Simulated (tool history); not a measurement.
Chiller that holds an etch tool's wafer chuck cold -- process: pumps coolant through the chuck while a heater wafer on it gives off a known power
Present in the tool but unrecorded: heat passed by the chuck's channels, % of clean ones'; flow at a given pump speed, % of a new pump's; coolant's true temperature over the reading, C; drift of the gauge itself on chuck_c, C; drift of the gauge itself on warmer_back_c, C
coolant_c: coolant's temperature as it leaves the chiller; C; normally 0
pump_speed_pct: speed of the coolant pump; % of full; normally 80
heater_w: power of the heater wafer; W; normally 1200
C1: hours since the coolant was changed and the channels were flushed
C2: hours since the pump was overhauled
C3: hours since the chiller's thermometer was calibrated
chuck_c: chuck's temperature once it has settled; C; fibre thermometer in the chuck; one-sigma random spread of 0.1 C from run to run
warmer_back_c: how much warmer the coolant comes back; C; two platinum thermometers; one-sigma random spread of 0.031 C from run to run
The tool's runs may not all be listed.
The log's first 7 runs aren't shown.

run 8 hour=581.9 | coolant_c=-2 pump_speed_pct=80 heater_w=1200 | C1=3871 C2=2683 C3=3701 | chuck_c=6.5 warmer_back_c=3.14
run 9 hour=636.7 | coolant_c=-2 pump_speed_pct=80 heater_w=1200 | C1=3926 C2=2738 C3=3756 | chuck_c=6.6 warmer_back_c=3.14
run 10 hour=748.4 | coolant_c=-2 pump_speed_pct=80 heater_w=1200 | C1=4037 C2=2850 C3=3868 | chuck_c=6.8 warmer_back_c=3.07
run 11 hour=843.0 | coolant_c=-2 pump_speed_pct=80 heater_w=1200 | C1=4132 C2=2944 C3=3962 | chuck_c=6.7 warmer_back_c=3.10
run 12 hour=896.1 | coolant_c=-2 pump_speed_pct=80 heater_w=1200 | C1=4185 C2=2997 C3=4015 | chuck_c=6.7 warmer_back_c=3.15
run 13 hour=975.7 | coolant_c=0 pump_speed_pct=61 heater_w=1200 | C1=4265 C2=3077 C3=4095 | chuck_c=11.0 warmer_back_c=4.23
run 14 hour=1054.7 | coolant_c=0 pump_speed_pct=80 heater_w=1200 | C1=4344 C2=3156 C3=4174 | chuck_c=8.6 warmer_back_c=3.17
run 15 hour=1123.4 | coolant_c=0 pump_speed_pct=80 heater_w=1200 | C1=4412 C2=3225 C3=4243 | chuck_c=8.9 warmer_back_c=3.10
run 16 hour=1190.7 | coolant_c=0 pump_speed_pct=80 heater_w=1200 | C1=4480 C2=3292 C3=4310 | chuck_c=8.9 warmer_back_c=3.16
run 17 hour=1298.1 | coolant_c=0 pump_speed_pct=64 heater_w=1068 | C1=4587 C2=3399 C3=4417 | chuck_c=9.3 warmer_back_c=3.55
run 18 hour=1395.6 | coolant_c=0 pump_speed_pct=64 heater_w=1068 | C1=4685 C2=3497 C3=4515 | chuck_c=9.5 warmer_back_c=3.55
run 19 hour=1511.3 | coolant_c=-4 pump_speed_pct=82 heater_w=746 | C1=4800 C2=3613 C3=4631 | chuck_c=1.7 warmer_back_c=1.93
run 20 hour=1589.1 | coolant_c=-4 pump_speed_pct=82 heater_w=746 | C1=4878 C2=3690 C3=4708 | chuck_c=1.5 warmer_back_c=1.90
run 21 hour=1683.7 | coolant_c=-4 pump_speed_pct=80 heater_w=1059 | C1=4973 C2=3785 C3=4803 | chuck_c=3.9 warmer_back_c=2.80
run 22 hour=1745.4 | coolant_c=0 pump_speed_pct=62 heater_w=1779 | C1=5034 C2=3847 C3=4865 | chuck_c=16.4 warmer_back_c=6.24
run 23 hour=1865.5 | coolant_c=-6 pump_speed_pct=69 heater_w=924 | C1=5154 C2=3967 C3=4985 | chuck_c=2.0 warmer_back_c=2.82
run 24 hour=1927.6 | coolant_c=4 pump_speed_pct=69 heater_w=780 | C1=5217 C2=4029 C3=5047 | chuck_c=10.7 warmer_back_c=2.42
-- hour=1937.3 chiller's thermometer calibrated
run 25 hour=1980.3 | coolant_c=4 pump_speed_pct=69 heater_w=659 | C1=5268 C2=4081 C3=43 | chuck_c=9.5 warmer_back_c=2.01
run 26 hour=2106.1 | coolant_c=-7 pump_speed_pct=69 heater_w=1317 | C1=5394 C2=4206 C3=169 | chuck_c=4.0 warmer_back_c=4.09
run 27 hour=2213.3 | coolant_c=0 pump_speed_pct=80 heater_w=809 | C1=5501 C2=4314 C3=276 | chuck_c=6.0 warmer_back_c=2.11
run 28 hour=2285.7 | coolant_c=9 pump_speed_pct=98 heater_w=1200 | C1=5574 C2=4386 C3=348 | chuck_c=16.3 warmer_back_c=2.49
run 29 hour=2384.3 | coolant_c=9 pump_speed_pct=98 heater_w=1200 | C1=5672 C2=4485 C3=447 | chuck_c=16.3 warmer_back_c=2.52
run 30 hour=2443.2 | coolant_c=9 pump_speed_pct=98 heater_w=1200 | C1=5731 C2=4543 C3=506 | chuck_c=16.4 warmer_back_c=2.57
run 31 hour=2527.4 | coolant_c=-8 pump_speed_pct=98 heater_w=1200 | C1=5815 C2=4628 C3=590 | chuck_c=-0.4 warmer_back_c=2.62

Each row is a separate what-if for the run after 31, all from the same tool condition, not one after another. Results?
run A hour=2647.7 | coolant_c=0 pump_speed_pct=88 heater_w=1200 | C1=5936 C2=4748 C3=710 | chuck_c=? warmer_back_c=?
run B hour=2647.7 | coolant_c=-8 pump_speed_pct=97 heater_w=1625 | C1=5936 C2=4748 C3=710 | chuck_c=? warmer_back_c=?
run C hour=2647.7 | coolant_c=0 pump_speed_pct=72 heater_w=1793 | C1=5936 C2=4748 C3=710 | chuck_c=? warmer_back_c=?
run D hour=2647.7 | coolant_c=-8 pump_speed_pct=81 heater_w=1398 | C1=5936 C2=4748 C3=710 | chuck_c=? warmer_back_c=?
run E hour=2647.7 | coolant_c=0 pump_speed_pct=95 heater_w=1200 | C1=5936 C2=4748 C3=710 | chuck_c=? warmer_back_c=?

run=A chuck_c=8.2 warmer_back_c=2.84
run=B chuck_c=2.2 warmer_back_c=3.53
run=C chuck_c=14.5 warmer_back_c=5.37
run=D chuck_c=2.4 warmer_back_c=3.75
run=E chuck_c=7.7 warmer_back_c=2.64
Without the tool's unlogged condition, the same runs would have read:
run=A chuck_c=7.0 warmer_back_c=2.63
run=B chuck_c=0.8 warmer_back_c=3.27
run=C chuck_c=12.5 warmer_back_c=4.98
run=D chuck_c=1.0 warmer_back_c=3.48
run=E chuck_c=6.6 warmer_back_c=2.45
